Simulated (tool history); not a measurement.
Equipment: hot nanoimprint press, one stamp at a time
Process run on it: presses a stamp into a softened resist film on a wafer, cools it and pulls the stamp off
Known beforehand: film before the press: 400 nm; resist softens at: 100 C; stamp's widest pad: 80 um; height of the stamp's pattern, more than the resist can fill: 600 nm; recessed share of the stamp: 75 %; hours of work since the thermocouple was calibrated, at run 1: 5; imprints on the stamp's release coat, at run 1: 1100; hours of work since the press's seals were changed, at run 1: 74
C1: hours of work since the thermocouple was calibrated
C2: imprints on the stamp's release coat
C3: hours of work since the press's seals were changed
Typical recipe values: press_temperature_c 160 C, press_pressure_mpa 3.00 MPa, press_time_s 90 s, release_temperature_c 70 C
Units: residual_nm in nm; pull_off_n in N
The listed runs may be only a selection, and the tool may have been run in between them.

{"run": 1, "hour": 0.0, "press_temperature_c": 160, "press_pressure_mpa": 3.0, "press_time_s": 90, "release_temperature_c": 70, "C1": 5, "C2": 1100, "C3": 74, "residual_nm": 155.0, "pull_off_n": 164}
{"run": 2, "hour": 28.5, "press_temperature_c": 160, "press_pressure_mpa": 3.0, "press_time_s": 90, "release_temperature_c": 70, "C1": 24, "C2": 1169, "C3": 93, "residual_nm": 154.1, "pull_off_n": 174}
{"run": 3, "hour": 87.6, "press_temperature_c": 160, "press_pressure_mpa": 3.0, "press_time_s": 90, "release_temperature_c": 70, "C1": 64, "C2": 1311, "C3": 132, "residual_nm": 153.9, "pull_off_n": 180}
{"run": 4, "hour": 130.0, "press_temperature_c": 160, "press_pressure_mpa": 3.0, "press_time_s": 90, "release_temperature_c": 70, "C1": 92, "C2": 1413, "C3": 161, "residual_nm": 153.2, "pull_off_n": 183}
{"run": 5, "hour": 179.4, "press_temperature_c": 160, "press_pressure_mpa": 3.0, "press_time_s": 90, "release_temperature_c": 70, "C1": 125, "C2": 1532, "C3": 194, "residual_nm": 153.0, "pull_off_n": 179}
{"run": 6, "hour": 225.2, "press_temperature_c": 160, "press_pressure_mpa": 3.0, "press_time_s": 90, "release_temperature_c": 70, "C1": 156, "C2": 1642, "C3": 225, "residual_nm": 151.6, "pull_off_n": 188}
{"run": 7, "hour": 286.9, "press_temperature_c": 153, "press_pressure_mpa": 3.0, "press_time_s": 90, "release_temperature_c": 70, "C1": 198, "C2": 1791, "C3": 266, "residual_nm": 220.9, "pull_off_n": 197}
{"run": 8, "hour": 315.8, "press_temperature_c": 153, "press_pressure_mpa": 3.0, "press_time_s": 90, "release_temperature_c": 70, "C1": 217, "C2": 1860, "C3": 286, "residual_nm": 220.9, "pull_off_n": 198}
{"run": 9, "hour": 369.3, "press_temperature_c": 153, "press_pressure_mpa": 3.0, "press_time_s": 90, "release_temperature_c": 70, "C1": 253, "C2": 1989, "C3": 321, "residual_nm": 220.2, "pull_off_n": 197}
{"run": 10, "hour": 424.7, "press_temperature_c": 153, "press_pressure_mpa": 3.0, "press_time_s": 90, "release_temperature_c": 70, "C1": 290, "C2": 2122, "C3": 359, "residual_nm": 220.3, "pull_off_n": 206}
{"hour": 441.9, "done": "stamp cleaned and given a new release coat"}
{"run": 11, "hour": 485.9, "press_temperature_c": 153, "press_pressure_mpa": 3.0, "press_time_s": 90, "release_temperature_c": 70, "C1": 327, "C2": 106, "C3": 396, "residual_nm": 217.5, "pull_off_n": 129}
{"run": 12, "hour": 531.7, "press_temperature_c": 156, "press_pressure_mpa": 3.0, "press_time_s": 90, "release_temperature_c": 70, "C1": 358, "C2": 216, "C3": 426, "residual_nm": 185.3, "pull_off_n": 133}
{"run": 13, "hour": 565.0, "press_temperature_c": 160, "press_pressure_mpa": 3.0, "press_time_s": 127, "release_temperature_c": 70, "C1": 380, "C2": 296, "C3": 449, "residual_nm": 128.6, "pull_off_n": 131}
{"run": 14, "hour": 612.1, "press_temperature_c": 160, "press_pressure_mpa": 3.0, "press_time_s": 127, "release_temperature_c": 70, "C1": 412, "C2": 409, "C3": 480, "residual_nm": 128.8, "pull_off_n": 137}
{"run": 15, "hour": 648.8, "press_temperature_c": 160, "press_pressure_mpa": 3.0, "press_time_s": 127, "release_temperature_c": 70, "C1": 436, "C2": 498, "C3": 505, "residual_nm": 130.0, "pull_off_n": 142}
{"hour": 676.2, "done": "plate thermocouple calibrated"}
{"run": 16, "hour": 713.6, "press_temperature_c": 160, "press_pressure_mpa": 3.0, "press_time_s": 127, "release_temperature_c": 70, "C1": 25, "C2": 646, "C3": 546, "residual_nm": 123.1, "pull_off_n": 143}
{"run": 17, "hour": 767.8, "press_temperature_c": 160, "press_pressure_mpa": 3.0, "press_time_s": 51, "release_temperature_c": 70, "C1": 61, "C2": 777, "C3": 583, "residual_nm": 176.4, "pull_off_n": 148}
{"run": 18, "hour": 798.2, "press_temperature_c": 170, "press_pressure_mpa": 3.0, "press_time_s": 130, "release_temperature_c": 58, "C1": 82, "C2": 850, "C3": 603, "residual_nm": 70.1, "pull_off_n": 184}
{"hour": 805.2, "done": "plate thermocouple calibrated, once more"}
{"run": 19, "hour": 830.9, "press_temperature_c": 160, "press_pressure_mpa": 3.47, "press_time_s": 90, "release_temperature_c": 61, "C1": 17, "C2": 921, "C3": 623, "residual_nm": 145.1, "pull_off_n": 188}
{"run": 20, "hour": 867.6, "press_temperature_c": 168, "press_pressure_mpa": 3.97, "press_time_s": 78, "release_temperature_c": 76, "C1": 42, "C2": 1010, "C3": 648, "residual_nm": 92.2, "pull_off_n": 150}
{"run": 21, "hour": 902.9, "press_temperature_c": 168, "press_pressure_mpa": 3.97, "press_time_s": 143, "release_temperature_c": 73, "C1": 66, "C2": 1094, "C3": 671, "residual_nm": 69.9, "pull_off_n": 153}
{"run": 22, "hour": 960.7, "press_temperature_c": 163, "press_pressure_mpa": 2.99, "press_time_s": 109, "release_temperature_c": 70, "C1": 104, "C2": 1234, "C3": 710, "residual_nm": 119.6, "pull_off_n": 175}
{"run": 23, "hour": 1023.8, "press_temperature_c": 163, "press_pressure_mpa": 2.99, "press_time_s": 109, "release_temperature_c": 70, "C1": 147, "C2": 1386, "C3": 753, "residual_nm": 119.2, "pull_off_n": 179}
{"run": 24, "hour": 1072.7, "press_temperature_c": 163, "press_pressure_mpa": 2.99, "press_time_s": 109, "release_temperature_c": 70, "C1": 179, "C2": 1503, "C3": 785, "residual_nm": 118.6, "pull_off_n": 181}
{"run": 25, "hour": 1102.9, "press_temperature_c": 162, "press_pressure_mpa": 3.65, "press_time_s": 54, "release_temperature_c": 70, "C1": 200, "C2": 1576, "C3": 806, "residual_nm": 152.5, "pull_off_n": 185}
{"hour": 1160.9, "done": "press's hydraulic seals changed and the load cell set to zero"}
{"run": 26, "hour": 1161.2, "press_temperature_c": 162, "press_pressure_mpa": 3.65, "press_time_s": 54, "release_temperature_c": 70, "C1": 234, "C2": 1697, "C3": 0, "residual_nm": 149.7, "pull_off_n": 188}
{"run": 27, "hour": 1212.6, "press_temperature_c": 149, "press_pressure_mpa": 2.11, "press_time_s": 54, "release_temperature_c": 70, "C1": 268, "C2": 1820, "C3": 35, "residual_nm": 323.9, "pull_off_n": 195}
{"run": 28, "hour": 1266.9, "press_temperature_c": 149, "press_pressure_mpa": 2.11, "press_time_s": 54, "release_temperature_c": 70, "C1": 304, "C2": 1951, "C3": 71, "residual_nm": 322.2, "pull_off_n": 210}
{"run": 29, "hour": 1324.2, "press_temperature_c": 149, "press_pressure_mpa": 2.11, "press_time_s": 54, "release_temperature_c": 70, "C1": 343, "C2": 2089, "C3": 110, "residual_nm": 323.6, "pull_off_n": 207}
{"hour": 1359.0, "done": "stamp cleaned and given a new release coat"}
{"run": 30, "hour": 1367.2, "press_temperature_c": 149, "press_pressure_mpa": 3.8, "press_time_s": 54, "release_temperature_c": 70, "C1": 368, "C2": 20, "C3": 134, "residual_nm": 277.7, "pull_off_n": 123}

Each row is a separate what-if for the run after 30, all from the same tool condition, not one after another. Results?
{"run": "A", "hour": 1395.4, "press_temperature_c": 155, "press_pressure_mpa": 4.67, "press_time_s": 90, "release_temperature_c": 58, "C1": 387, "C2": 88, "C3": 153, "residual_nm": "?", "pull_off_n": "?"}
{"run": "B", "hour": 1395.4, "press_temperature_c": 160, "press_pressure_mpa": 3.0, "press_time_s": 90, "release_temperature_c": 74, "C1": 387, "C2": 88, "C3": 153, "residual_nm": "?", "pull_off_n": "?"}
{"run": "C", "hour": 1395.4, "press_temperature_c": 149, "press_pressure_mpa": 3.8, "press_time_s": 54, "release_temperature_c": 62, "C1": 387, "C2": 88, "C3": 153, "residual_nm": "?", "pull_off_n": "?"}

run=A residual_nm=158.1 pull_off_n=149
run=B residual_nm=146.0 pull_off_n=118
run=C residual_nm=277.5 pull_off_n=138
Without the tool's hidden state the same runs would have given:
run=A residual_nm=167.2 pull_off_n=147
run=B residual_nm=154.3 pull_off_n=117
run=C residual_nm=288.8 pull_off_n=137
